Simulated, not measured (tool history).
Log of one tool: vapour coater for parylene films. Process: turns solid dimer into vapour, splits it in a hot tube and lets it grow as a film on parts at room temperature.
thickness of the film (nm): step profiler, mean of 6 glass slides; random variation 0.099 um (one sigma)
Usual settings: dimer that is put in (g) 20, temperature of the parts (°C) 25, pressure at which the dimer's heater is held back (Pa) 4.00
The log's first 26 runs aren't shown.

run    hour  dimer that is put in (g)  temperature of the parts (°C)  pressure at which the dimer's heater is held back (Pa)  hours of work since the trap's valve was overhauled  hours of work since the table's thermometer was calibrated  thickness of the film (nm)
 27  1353.3                        27                             18                                                    4.81                                                  187                                                        1237                       19950
 28  1428.0                        26                             21                                                    2.52                                                  253                                                        1302                       18310
     1476.4  -- trap's valve overhauled
 29  1479.2                        15                             26                                                    3.32                                                    3                                                        1344                        8860
 30  1516.7                        20                             25                                                    5.32                                                   36                                                        1377                       11120
 31  1573.7                        22                             18                                                    4.00                                                   86                                                        1427                       17640
 32  1627.7                        11                             33                                                   10.95                                                  134                                                        1475                        3370
 33  1663.5                        35                             26                                                    5.03                                                  165                                                        1507                       17610
 34  1726.3                        16                             25                                                    3.21                                                  220                                                        1562                        9060
 35  1799.0                        16                             26                                                    3.21                                                  285                                                        1626                        8380
     1812.5  -- trap's valve overhauled
 36  1872.1                        33                             26                                                    6.59                                                   53                                                        1687                       16550
 37  1921.6                        20                             25                                                    2.66                                                   96                                                        1731                       12560
 38  1988.0                        12                             36                                                    2.18                                                  155                                                        1789                        4520
 39  2027.6                        20                             29                                                    2.85                                                  190                                                        1824                        9740
 40  2072.8                        23                             20                                                    6.66                                                  230                                                        1864                       14010
 41  2137.1                        14                             20                                                    8.08                                                  286                                                        1921                        7990
     2148.4  -- trap's valve overhauled
 42  2186.5                        14                             20                                                    8.08                                                   34                                                        1961                        8970
 43  2232.5                        18                             32                                                    2.52                                                   74                                                        2002                        8300
 44  2284.1                         9                             20                                                    2.94                                                  120                                                        2047                        7010
 45  2352.6                        20                             25                                                    5.08                                                  180                                                        2108                       10490
     2376.0  -- table's thermometer calibrated
 46  2385.0                        10                             32                                                   11.85                                                  208                                                           8                        3170

4 ways to go on from here, each from the tool as it stands after run 46. What would each give?
  A  2427.2                        34                             32                                                    3.62                                                  245                                                          45                           ?
  B  2427.2                         9                             25                                                    2.46                                                  245                                                          45                           ?
  C  2427.2                        19                             21                                                    5.37                                                  245                                                          45                           ?
  D  2427.2                        21                             26                                                    2.82                                                  245                                                          45                           ?

run  thickness of the film (nm)
  A                       13380
  B                        5400
  C                       11730
  D                       11710
Without the tool's hidden state the same runs would have given:
run  thickness of the film (nm)
  A                       14940
  B                        6020
  C                       13100
  D                       13070

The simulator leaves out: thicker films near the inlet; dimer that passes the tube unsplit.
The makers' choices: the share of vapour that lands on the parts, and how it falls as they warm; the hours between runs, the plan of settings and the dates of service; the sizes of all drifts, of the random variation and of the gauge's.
